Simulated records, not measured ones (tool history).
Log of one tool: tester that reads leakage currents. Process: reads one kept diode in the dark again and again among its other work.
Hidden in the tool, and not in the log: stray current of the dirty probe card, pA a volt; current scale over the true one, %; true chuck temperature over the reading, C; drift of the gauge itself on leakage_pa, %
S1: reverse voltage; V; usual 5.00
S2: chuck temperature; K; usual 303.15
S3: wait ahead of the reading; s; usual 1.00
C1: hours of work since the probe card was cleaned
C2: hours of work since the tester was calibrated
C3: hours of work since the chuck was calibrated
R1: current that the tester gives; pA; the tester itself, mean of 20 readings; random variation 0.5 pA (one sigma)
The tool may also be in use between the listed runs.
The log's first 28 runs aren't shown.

run,hour,S1,S2,S3,C1,C2,C3,R1
29,5443.7,2.96,304.15,2.07,582,3688,490,140.14
30,5567.3,2.21,309.15,0.66,638,3743,546,185.94
31,5735.1,2.21,309.15,0.66,714,3819,621,187.36
# hour 5860.7: chuck's temperature calibrated
32,5891.5,5.96,328.15,0.66,783,3889,14,1402.09
33,6070.6,5.96,328.15,0.66,864,3969,95,1397.81
34,6237.4,5.96,328.15,0.66,939,4045,170,1392.97
# hour 6300.9: tester calibrated
35,6440.8,5.96,328.15,7.28,1030,63,261,1392.94
36,6663.4,4.40,328.15,1.74,1130,163,361,1199.65
37,6887.1,5.00,294.15,1.91,1231,264,462,73.75
38,7088.5,2.71,303.15,1.00,1322,355,553,123.12
# hour 7350.4: chuck's temperature calibrated
39,7357.6,14.67,318.15,1.00,1442,475,3,1004.38
40,7487.0,1.90,295.15,3.07,1501,534,62,49.68

3 ways to go on from here, each from the tool as it stands after run 40. What would each give?
A,7715.1,5.00,312.15,1.00,1604,637,164,?
B,7715.1,4.01,306.15,5.84,1604,637,164,?
C,7715.1,5.00,306.15,1.00,1604,637,164,?

run,R1
A,361.38
B,193.56
C,217.91
Without the tool's hidden state the same runs would have given:
run,R1
A,361.30
B,193.44
C,217.75

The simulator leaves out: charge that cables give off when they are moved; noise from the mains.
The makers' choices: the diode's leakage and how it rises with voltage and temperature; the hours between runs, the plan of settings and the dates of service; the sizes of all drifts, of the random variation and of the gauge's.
